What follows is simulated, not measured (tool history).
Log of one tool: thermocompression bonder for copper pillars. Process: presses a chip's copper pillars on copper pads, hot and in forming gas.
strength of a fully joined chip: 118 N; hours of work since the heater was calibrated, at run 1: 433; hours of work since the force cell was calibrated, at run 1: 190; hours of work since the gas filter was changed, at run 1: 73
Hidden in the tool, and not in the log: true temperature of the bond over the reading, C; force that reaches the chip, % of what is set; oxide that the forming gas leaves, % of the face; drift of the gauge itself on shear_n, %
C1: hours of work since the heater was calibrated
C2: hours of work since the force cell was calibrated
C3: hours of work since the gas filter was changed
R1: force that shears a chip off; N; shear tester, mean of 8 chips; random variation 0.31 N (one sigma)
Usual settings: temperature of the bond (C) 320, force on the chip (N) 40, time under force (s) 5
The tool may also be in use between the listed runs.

Run 1, hour 0: usual settings; C1 433; C2 190; C3 73. Result: R1 46.6 N.
Run 2, hour 17.6: usual settings; C1 442; C2 199; C3 83. Result: R1 47.1 N.
Run 3, hour 26.2: usual settings; C1 447; C2 204; C3 87. Result: R1 46.6 N.
Run 4, hour 36.1: usual settings; C1 452; C2 209; C3 93. Result: R1 46.5 N.
Run 5, hour 49.7: usual settings but time under force (s) 4; C1 459; C2 216; C3 100. Result: R1 42.2 N.
Run 6, hour 69: usual settings but time under force (s) 4; C1 469; C2 226; C3 110. Result: R1 42.3 N.
Run 7, hour 86.6: usual settings but temperature of the bond (C) 312, time under force (s) 4; C1 479; C2 236; C3 119. Result: R1 37.6 N.
Run 8, hour 100.9: usual settings; C1 486; C2 243; C3 127. Result: R1 46.1 N.
Run 9, hour 117.2: usual settings but temperature of the bond (C) 350; C1 495; C2 252; C3 136. Result: R1 65.3 N.
Run 10, hour 131.5: usual settings but temperature of the bond (C) 350; C1 502; C2 259; C3 143. Result: R1 65.2 N.
Run 11, hour 151.8: usual settings but temperature of the bond (C) 350; C1 513; C2 270; C3 154. Result: R1 65.2 N.
Run 12, hour 172.7: usual settings but temperature of the bond (C) 350; C1 524; C2 281; C3 165. Result: R1 65.2 N.
Run 13, hour 191.3: usual settings but temperature of the bond (C) 350; C1 534; C2 291; C3 175. Result: R1 64.7 N.
Run 14, hour 203.6: usual settings; C1 541; C2 298; C3 181. Result: R1 45.4 N.
Run 15, hour 219.6: usual settings but force on the chip (N) 37; C1 549; C2 306; C3 190. Result: R1 42.7 N.
Run 16, hour 232.7: usual settings but force on the chip (N) 59; C1 556; C2 313; C3 197. Result: R1 59.8 N.
Run 17, hour 250.5: usual settings but force on the chip (N) 59; C1 566; C2 323; C3 206. Result: R1 60 N.
Run 18, hour 268.7: usual settings but temperature of the bond (C) 348, force on the chip (N) 27, time under force (s) 9; C1 575; C2 332; C3 216. Result: R1 58.4 N.
Run 19, hour 281.8: usual settings but force on the chip (N) 57, time under force (s) 4; C1 582; C2 339; C3 223. Result: R1 53.2 N.
Run 20, hour 302.2: usual settings but temperature of the bond (C) 326, force on the chip (N) 43, time under force (s) 4; C1 593; C2 350; C3 234. Result: R1 47.2 N.
Run 21, hour 312.1: usual settings but temperature of the bond (C) 300; C1 598; C2 355; C3 239. Result: R1 33.1 N.
Run 22, hour 324: usual settings but temperature of the bond (C) 323, time under force (s) 3; C1 605; C2 362; C3 245. Result: R1 37.7 N.
Run 23, hour 344.2: usual settings but temperature of the bond (C) 323, time under force (s) 3; C1 615; C2 372; C3 256. Result: R1 37.9 N.
Run 24, hour 363.6: usual settings but temperature of the bond (C) 303, force on the chip (N) 26, time under force (s) 3; C1 626; C2 383; C3 266. Result: R1 19 N.
Run 25, hour 378.9: usual settings but temperature of the bond (C) 303, force on the chip (N) 26, time under force (s) 3; C1 634; C2 391; C3 274. Result: R1 18.4 N.
Run 26, hour 393.1: usual settings but force on the chip (N) 50; C1 641; C2 398; C3 282. Result: R1 51.6 N.
Run 27, hour 406.9: usual settings but force on the chip (N) 43; C1 649; C2 406; C3 289. Result: R1 46.4 N.
At hour 422.9: forming gas filter changed.
Run 28, hour 422.9: usual settings but force on the chip (N) 28, time under force (s) 9; C1 657; C2 414; C3 0. Result: R1 45.3 N.
Run 29, hour 443.1: usual settings but force on the chip (N) 24, time under force (s) 8; C1 668; C2 425; C3 11. Result: R1 37.8 N.

Forecast each of these 3 alternatives for the next run:
Run A, hour 458.8: usual settings but temperature of the bond (C) 313, force on the chip (N) 31, time under force (s) 8; C1 676; C2 433; C3 19. Result: R1 ?.
Run B, hour 458.8: usual settings but temperature of the bond (C) 328, force on the chip (N) 38, time under force (s) 4; C1 676; C2 433; C3 19. Result: R1 ?.
Run C, hour 458.8: usual settings but temperature of the bond (C) 321, force on the chip (N) 59, time under force (s) 9; C1 676; C2 433; C3 19. Result: R1 ?.

run    R1
  A  41.4
  B  46.3
  C  76.1
Without the tool's hidden state the same runs would have given:
run    R1
  A  41.4
  B  46.4
  C  76.2

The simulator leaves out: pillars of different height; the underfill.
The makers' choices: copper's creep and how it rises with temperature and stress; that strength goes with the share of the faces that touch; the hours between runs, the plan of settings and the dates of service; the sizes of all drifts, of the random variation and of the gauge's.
